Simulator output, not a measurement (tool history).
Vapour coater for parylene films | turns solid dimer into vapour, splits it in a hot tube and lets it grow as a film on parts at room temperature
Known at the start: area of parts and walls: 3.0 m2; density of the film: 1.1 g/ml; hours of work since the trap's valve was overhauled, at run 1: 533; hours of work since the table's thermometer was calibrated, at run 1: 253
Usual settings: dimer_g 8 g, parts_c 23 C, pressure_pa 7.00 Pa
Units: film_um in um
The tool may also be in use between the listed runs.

run,hour,dimer_g,parts_c,pressure_pa,hours of work since the trap's valve was overhauled,hours of work since the table's thermometer was calibrated,film_um
1,0.0,8,23,7.00,533,253,1.57
2,11.9,5,23,7.00,539,259,0.98
3,20.7,5,23,7.00,543,263,0.97
# hour 32.5: trap's valve overhauled
4,32.5,9,23,7.00,0,266,1.99
5,41.7,9,23,7.00,4,270,2.00
6,48.1,9,23,7.00,7,273,1.98
7,60.0,6,23,7.00,12,279,1.33
8,67.4,8,23,2.17,16,282,2.16
9,74.4,5,23,7.00,19,285,1.12
10,89.7,5,23,7.00,26,292,1.12
11,103.4,4,23,7.00,32,298,0.89
12,114.9,4,23,7.00,37,303,0.88
13,129.8,8,23,3.36,44,310,1.96
# hour 132.1: table's thermometer calibrated
14,142.1,8,20,7.00,49,5,1.92
15,155.1,8,20,7.00,55,10,1.94
16,162.3,8,20,7.00,58,14,1.95
17,178.2,8,20,7.00,65,21,1.92
18,192.7,12,20,7.00,72,27,2.90
19,203.7,8,23,7.00,77,32,1.73
20,218.0,8,23,7.00,83,39,1.75
# hour 228.5: table's thermometer calibrated, once more
21,229.2,8,30,7.00,88,0,1.39
22,241.0,8,30,7.00,93,6,1.38
23,251.4,8,23,5.45,98,10,1.81
24,258.4,4,16,2.30,101,14,1.16

Run 25 comes next. What will it give?
25,267.4,4,16,2.30,105,18,?

film_um: 1.15 um
Without the tool's hidden state the same run would have given film_um 1.18 um.

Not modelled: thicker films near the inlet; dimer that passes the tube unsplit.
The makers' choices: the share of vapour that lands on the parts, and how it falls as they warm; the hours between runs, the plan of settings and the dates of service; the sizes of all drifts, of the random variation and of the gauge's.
